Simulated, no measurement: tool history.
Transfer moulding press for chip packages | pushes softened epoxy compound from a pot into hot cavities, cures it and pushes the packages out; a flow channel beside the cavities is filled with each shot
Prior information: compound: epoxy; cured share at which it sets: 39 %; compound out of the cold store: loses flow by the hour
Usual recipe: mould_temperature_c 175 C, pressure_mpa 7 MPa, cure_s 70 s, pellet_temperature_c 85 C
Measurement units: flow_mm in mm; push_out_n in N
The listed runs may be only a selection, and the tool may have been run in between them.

| run | day | mould_temperature_c | pressure_mpa | cure_s | pellet_temperature_c | incoming compound's hours out of the cold store | flow_mm | push_out_n |
|---|---|---|---|---|---|---|---|---|
| 1 | 0 | 175 | 7 | 70 | 85 | 46.8 | 759 | 686 |
| 2 | 0.242 | 175 | 7 | 70 | 85 | 18.3 | 865 | 762 |
| 3 | 0.483 | 175 | 6.88 | 70 | 85 | 29.5 | 806 | 794 |
| 4 | 0.908 | 171 | 6.88 | 70 | 85 | 10.4 | 919 | 1072 |
|  | 1.312 | cavities cleaned with cleaning compound and waxed |
| 5 | 1.317 | 175 | 7 | 70 | 85 | 19.5 | 866 | 447 |
| 6 | 1.704 | 175 | 7 | 70 | 85 | 39.6 | 777 | 544 |
| 7 | 2.046 | 175 | 7 | 70 | 85 | 30.3 | 811 | 623 |
| 8 | 2.442 | 175 | 7 | 70 | 85 | 41.6 | 757 | 679 |
| 9 | 2.792 | 175 | 7 | 57 | 85 | 18.3 | 862 | 1140 |
| 10 | 3.088 | 175 | 7 | 57 | 85 | 15.2 | 880 | 1208 |
| 11 | 3.362 | 175 | 7 | 79 | 85 | 47.9 | 751 | 718 |
| 12 | 3.55 | 175 | 7 | 79 | 85 | 39.7 | 763 | 713 |
|  | 3.746 | cavities cleaned with cleaning compound and waxed |
| 13 | 4.008 | 175 | 5.81 | 79 | 85 | 26.7 | 751 | 467 |
| 14 | 4.212 | 175 | 5.81 | 79 | 85 | 36.4 | 703 | 513 |
| 15 | 4.508 | 175 | 5.81 | 79 | 85 | 38.7 | 690 | 574 |
| 16 | 4.812 | 180 | 7 | 70 | 85 | 31.9 | 782 | 621 |
| 17 | 5.071 | 168 | 7 | 61 | 89 | 21.5 | 852 | 1541 |
| 18 | 5.325 | 177 | 7.91 | 77 | 85 | 21.6 | 879 | 670 |
| 19 | 5.725 | 177 | 7.91 | 77 | 85 | 24.3 | 868 | 729 |
| 20 | 5.946 | 175 | 5.76 | 70 | 76 | 21.9 | 761 | 848 |
|  | 6.167 | cavities cleaned with cleaning compound and waxed |
| 21 | 6.2 | 175 | 5.76 | 70 | 76 | 34.3 | 701 | 454 |
| 22 | 6.554 | 181 | 8.06 | 96 | 76 | 40.8 | 803 | 453 |
| 23 | 6.962 | 173 | 7 | 51 | 85 | 42.7 | 743 | 1315 |
| 24 | 7.275 | 175 | 7.57 | 70 | 85 | 41.4 | 780 | 704 |
| 25 | 7.458 | 169 | 7.2 | 53 | 87 | 13.2 | 889 | 2021 |
| 26 | 7.721 | 175 | 7 | 72 | 85 | 25.8 | 806 | 744 |
| 27 | 8.004 | 175 | 7 | 72 | 85 | 18.8 | 822 | 796 |
| 28 | 8.271 | 175 | 6.95 | 70 | 84 | 9.6 | 867 | 890 |
|  | 8.575 | cavities cleaned with cleaning compound and waxed |
| 29 | 8.575 | 175 | 8.72 | 89 | 85 | 45.4 | 820 | 372 |

Had the tool no unlogged condition, and each run kept its random variation, what would the results have been?
Hidden conditions of the tool in this case: true mould temperature over the reading, C; pressure that reaches the compound, % of what is set; grip of the stained cavities, % over clean ones'; drift of the gauge itself on flow_mm, %; drift of the gauge itself on push_out_n, %.
| run | flow_mm | push_out_n |
|---|---|---|
| 1 | 769 | 448 |
| 2 | 878 | 474 |
| 3 | 818 | 473 |
| 4 | 936 | 612 |
| 5 | 883 | 453 |
| 6 | 793 | 438 |
| 7 | 830 | 440 |
| 8 | 777 | 430 |
| 9 | 885 | 691 |
| 10 | 906 | 702 |
| 11 | 774 | 394 |
| 12 | 788 | 384 |
| 13 | 776 | 394 |
| 14 | 728 | 392 |
| 15 | 716 | 396 |
| 16 | 812 | 397 |
| 17 | 887 | 956 |
| 18 | 915 | 390 |
| 19 | 907 | 404 |
| 20 | 796 | 467 |
| 21 | 734 | 452 |
| 22 | 842 | 354 |
| 23 | 781 | 912 |
| 24 | 821 | 446 |
| 25 | 938 | 1248 |
| 26 | 851 | 435 |
| 27 | 869 | 453 |
| 28 | 918 | 492 |
| 29 | 870 | 370 |

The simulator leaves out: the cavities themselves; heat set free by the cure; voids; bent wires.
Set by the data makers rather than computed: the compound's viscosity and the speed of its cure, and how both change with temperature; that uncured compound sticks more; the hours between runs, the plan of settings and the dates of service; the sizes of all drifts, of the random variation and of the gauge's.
